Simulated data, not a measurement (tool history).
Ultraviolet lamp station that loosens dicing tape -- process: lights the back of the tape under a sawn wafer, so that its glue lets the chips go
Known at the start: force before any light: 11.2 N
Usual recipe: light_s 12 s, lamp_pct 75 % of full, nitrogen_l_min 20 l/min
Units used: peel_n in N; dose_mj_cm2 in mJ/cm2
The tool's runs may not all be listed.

run	day	light_s	lamp_pct	nitrogen_l_min	peel_n	dose_mj_cm2
1	0.000	12	75	20	1.356	187
2	0.400	12	75	20	1.362	183
3	0.604	12	75	20	1.344	189
4	0.892	12	75	15	1.643	186
5	1.121	12	75	15	1.738	185
6	1.550	12	75	15	1.695	181
7	1.979	12	87	20	0.990	210
8	2.229	12	75	20	1.357	187
9	2.554	12	75	20	1.381	186
10	2.912	12	75	20	1.387	188
# day 3.142: window cleaned of glue's vapour
11	3.342	12	75	20	1.170	201
12	3.529	12	75	20	1.155	201
13	3.933	14	75	20	0.803	236
14	4.367	14	75	20	0.818	236
15	4.629	14	75	20	0.838	231
16	4.946	12	75	20	1.162	198
17	5.333	12	75	17	1.306	195
18	5.762	12	75	20	1.182	196
19	5.979	12	75	20	1.179	200
20	6.392	12	75	20	1.202	198
21	6.788	12	75	20	1.180	201
22	7.038	12	75	20	1.222	198
23	7.212	12	75	7	2.479	199
24	7.646	12	75	7	2.416	195
25	7.962	17	86	20	0.363	314
26	8.396	9	87	13	2.093	172
27	8.625	12	87	25	0.709	229
28	8.967	9	85	11	2.371	165
29	9.383	12	75	24	1.120	196
30	9.579	19	75	7	1.056	304
31	9.783	11	80	17	1.439	190
32	10.158	12	75	34	0.857	194
33	10.521	12	75	34	0.900	194
34	10.762	12	63	24	1.598	162
35	10.967	23	93	24	0.137	460
36	11.379	23	93	24	0.139	456
37	11.817	9	63	7	4.331	123
38	12.071	9	63	7	4.493	125
39	12.275	21	63	7	1.294	283
40	12.696	21	63	7	1.316	283
41	13.079	7	79	20	2.857	119
42	13.271	7	61	6	5.800	91
43	13.471	12	84	21	0.980	219
44	13.800	12	84	21	0.944	213

Predict each of these 3 candidate next runs independently; none follows another, all start after run 44:
A	14.208	12	87	17	?	?
B	14.208	12	93	12	?	?
C	14.208	12	92	15	?	?

run	peel_n	dose_mj_cm2
A	1.019	223
B	1.229	234
C	1.008	238
Without the tool's hidden state the same runs would have given:
run	peel_n	dose_mj_cm2
A	0.837	243
B	1.021	256
C	0.829	259
